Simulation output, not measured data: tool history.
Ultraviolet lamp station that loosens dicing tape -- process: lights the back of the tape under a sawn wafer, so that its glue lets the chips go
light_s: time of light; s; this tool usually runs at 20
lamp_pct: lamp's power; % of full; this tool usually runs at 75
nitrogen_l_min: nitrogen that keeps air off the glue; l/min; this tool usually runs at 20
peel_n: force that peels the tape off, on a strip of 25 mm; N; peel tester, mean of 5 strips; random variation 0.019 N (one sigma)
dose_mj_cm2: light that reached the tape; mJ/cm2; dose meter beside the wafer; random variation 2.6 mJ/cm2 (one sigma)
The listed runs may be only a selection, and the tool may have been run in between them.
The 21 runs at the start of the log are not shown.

| run | hour | light_s | lamp_pct | nitrogen_l_min | peel_n | dose_mj_cm2 |
|---|---|---|---|---|---|---|
| 22 | 970.4 | 12 | 84 | 20 | 2.587 | 168 |
| 23 | 1023.5 | 16 | 83 | 20 | 1.841 | 222 |
| 24 | 1080.9 | 31 | 94 | 20 | 0.398 | 479 |
| 25 | 1115.8 | 14 | 63 | 29 | 2.638 | 144 |
| 26 | 1144.1 | 21 | 78 | 18 | 1.527 | 264 |
| 27 | 1190.4 | 28 | 73 | 40 | 0.595 | 325 |
| 28 | 1241.5 | 31 | 93 | 20 | 0.444 | 451 |
|  | 1301.8 | lamp changed |
| 29 | 1307.0 | 17 | 74 | 20 | 1.517 | 251 |
| 30 | 1334.3 | 19 | 75 | 38 | 0.795 | 284 |
| 31 | 1396.1 | 19 | 75 | 38 | 0.851 | 275 |
| 32 | 1442.3 | 19 | 75 | 38 | 0.889 | 271 |
| 33 | 1504.7 | 20 | 70 | 18 | 1.533 | 264 |
| 34 | 1532.5 | 20 | 70 | 18 | 1.542 | 262 |
| 35 | 1587.5 | 20 | 70 | 18 | 1.568 | 265 |
| 36 | 1639.7 | 10 | 75 | 6 | 4.586 | 133 |
| 37 | 1681.0 | 10 | 83 | 20 | 2.942 | 152 |

Alternative continuations, all from the tool just after run 37; predict every row:
| A | 1708.9 | 15 | 70 | 8 | ? | ? |
| B | 1708.9 | 20 | 75 | 7 | ? | ? |
| C | 1708.9 | 27 | 90 | 20 | ? | ? |
| D | 1708.9 | 30 | 83 | 20 | ? | ? |

| run | peel_n | dose_mj_cm2 |
|---|---|---|
| A | 3.294 | 191 |
| B | 2.549 | 263 |
| C | 0.486 | 435 |
| D | 0.453 | 447 |
The same runs, with their run-to-run variation unchanged, on a tool lacking any hidden condition would have given:
| run | peel_n | dose_mj_cm2 |
|---|---|---|
| A | 2.672 | 236 |
| B | 1.928 | 328 |
| C | 0.273 | 541 |
| D | 0.253 | 556 |
